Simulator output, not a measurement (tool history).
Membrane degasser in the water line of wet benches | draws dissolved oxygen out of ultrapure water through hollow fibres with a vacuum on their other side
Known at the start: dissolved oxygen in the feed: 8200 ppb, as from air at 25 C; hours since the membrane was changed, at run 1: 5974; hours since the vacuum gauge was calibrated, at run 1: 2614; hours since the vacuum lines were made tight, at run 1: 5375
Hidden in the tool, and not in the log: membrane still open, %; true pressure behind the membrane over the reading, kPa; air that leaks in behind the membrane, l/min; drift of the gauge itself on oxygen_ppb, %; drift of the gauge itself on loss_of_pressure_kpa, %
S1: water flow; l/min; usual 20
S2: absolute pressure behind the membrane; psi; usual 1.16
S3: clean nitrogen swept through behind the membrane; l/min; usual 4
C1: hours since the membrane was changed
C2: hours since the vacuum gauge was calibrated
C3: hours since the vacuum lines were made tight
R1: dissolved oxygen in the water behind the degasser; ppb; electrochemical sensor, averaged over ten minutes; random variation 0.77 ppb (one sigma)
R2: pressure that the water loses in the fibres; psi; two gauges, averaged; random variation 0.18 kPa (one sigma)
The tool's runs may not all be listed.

run,hour,S1,S2,S3,C1,C2,C3,R1,R2
1,0,20,1.16,4,5974,2614,5375,76.2,4.734
2,199.5,20,1.16,4,6174,2814,5574,75.7,4.676
3,439.2,20,1.16,4,6413,3053,5814,75.7,4.722
4,624.2,20,1.16,4,6598,3238,5999,75.3,4.728
5,845.3,20,1.16,4,6820,3459,6220,76.1,4.704
6,1162.6,20,1.16,4,7137,3777,6537,77.6,4.698
7,1444.7,20,1.16,4,7419,4059,6819,76.9,4.689
8,1711,14,0.885,2.73,7685,4325,7086,43.1,3.327
9,1974.3,31,0.885,3.91,7948,4588,7349,119.2,7.394
# hour 2281.7: seals of the vacuum lines changed
10,2284.4,15,0.779,11.55,8257,4897,3,13.7,3.578
11,2489.5,24,1.577,2.27,8462,5102,208,220.1,5.68
# hour 2517.1: vacuum gauge calibrated
12,2738.5,28,1.16,4,8710,221,456,129.1,6.699

Forecast each of these 3 alternatives for the next run:
A,3020,20,1.16,5.07,8992,503,738,?,?
B,3020,29,1.845,4,8992,503,738,?,?
C,3020,25,1.16,1.69,8992,503,738,?,?

run,R1,R2
A,65.2,4.788
B,213.3,6.868
C,192.6,5.964
Without the tool's hidden state the same runs would have given:
run,R1,R2
A,59.5,4.527
B,199.5,6.49
C,182.4,5.638
